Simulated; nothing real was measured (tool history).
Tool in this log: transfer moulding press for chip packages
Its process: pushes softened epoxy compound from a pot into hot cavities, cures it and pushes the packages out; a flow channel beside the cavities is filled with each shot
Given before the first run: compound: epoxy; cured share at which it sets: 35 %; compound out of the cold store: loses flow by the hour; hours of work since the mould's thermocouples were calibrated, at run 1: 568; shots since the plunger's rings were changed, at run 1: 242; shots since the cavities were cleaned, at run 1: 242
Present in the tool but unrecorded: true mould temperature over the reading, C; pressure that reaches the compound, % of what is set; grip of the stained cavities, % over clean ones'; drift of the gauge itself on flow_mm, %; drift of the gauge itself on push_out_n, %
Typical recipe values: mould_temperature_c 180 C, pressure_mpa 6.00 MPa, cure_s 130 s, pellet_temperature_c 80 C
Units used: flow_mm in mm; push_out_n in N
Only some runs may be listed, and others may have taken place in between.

run,hour,mould_temperature_c,pressure_mpa,cure_s,pellet_temperature_c,hours of work since the mould's thermocouples were calibrated,shots since the plunger's rings were changed,shots since the cavities were cleaned,incoming compound's hours out of the cold store,flow_mm,push_out_n
1,0.0,180,6.00,130,80,568,242,242,27.4,773,715
2,19.1,180,6.00,130,80,577,390,390,13.1,830,896
3,39.4,180,6.00,130,80,588,546,546,31.1,755,981
4,66.2,180,6.00,130,80,601,752,752,46.5,700,999
5,97.0,180,6.00,130,80,617,989,989,10.9,838,1107
# hour 121.2: cavities cleaned with cleaning compound and waxed
6,131.8,180,6.00,130,80,633,1246,82,34.0,744,614
7,158.8,180,6.00,130,80,647,1454,290,17.9,806,820
8,183.8,180,6.00,130,80,660,1647,483,9.6,845,925
9,212.0,180,4.98,122,80,674,1864,700,29.9,686,1127
# hour 215.7: mould's thermocouples calibrated
10,231.2,180,6.55,126,80,8,1997,833,15.2,854,1171
11,258.5,180,6.55,126,80,22,2206,1042,10.2,874,1190
# hour 276.7: cavities cleaned with cleaning compound and waxed
12,295.1,178,6.24,152,72,39,2477,142,25.1,799,660
13,316.7,180,6.00,165,80,50,2643,308,21.7,788,674
14,342.8,172,6.00,119,71,63,2844,509,24.1,805,1974
# hour 367.0: mould's thermocouples calibrated, once more
15,377.1,187,6.00,135,86,5,3093,758,40.3,684,813
16,401.8,186,5.71,158,80,18,3284,949,27.0,717,848

What if the next run were any one of these 5? Each begins from the tool's condition after run 16:
A,424.9,180,6.00,130,80,29,3461,1126,34.4,?,?
B,424.9,186,4.99,158,89,29,3461,1126,13.2,?,?
C,424.9,180,6.00,130,75,29,3461,1126,18.7,?,?
D,424.9,176,7.33,144,80,29,3461,1126,11.4,?,?
E,424.9,180,6.12,130,80,29,3461,1126,12.8,?,?

run,flow_mm,push_out_n
A,727,993
B,719,863
C,790,1027
D,926,1103
E,823,1066
Stripped of hidden state, with their random variation kept, the same runs would have yielded:
run,flow_mm,push_out_n
A,746,454
B,739,390
C,812,470
D,952,499
E,845,486

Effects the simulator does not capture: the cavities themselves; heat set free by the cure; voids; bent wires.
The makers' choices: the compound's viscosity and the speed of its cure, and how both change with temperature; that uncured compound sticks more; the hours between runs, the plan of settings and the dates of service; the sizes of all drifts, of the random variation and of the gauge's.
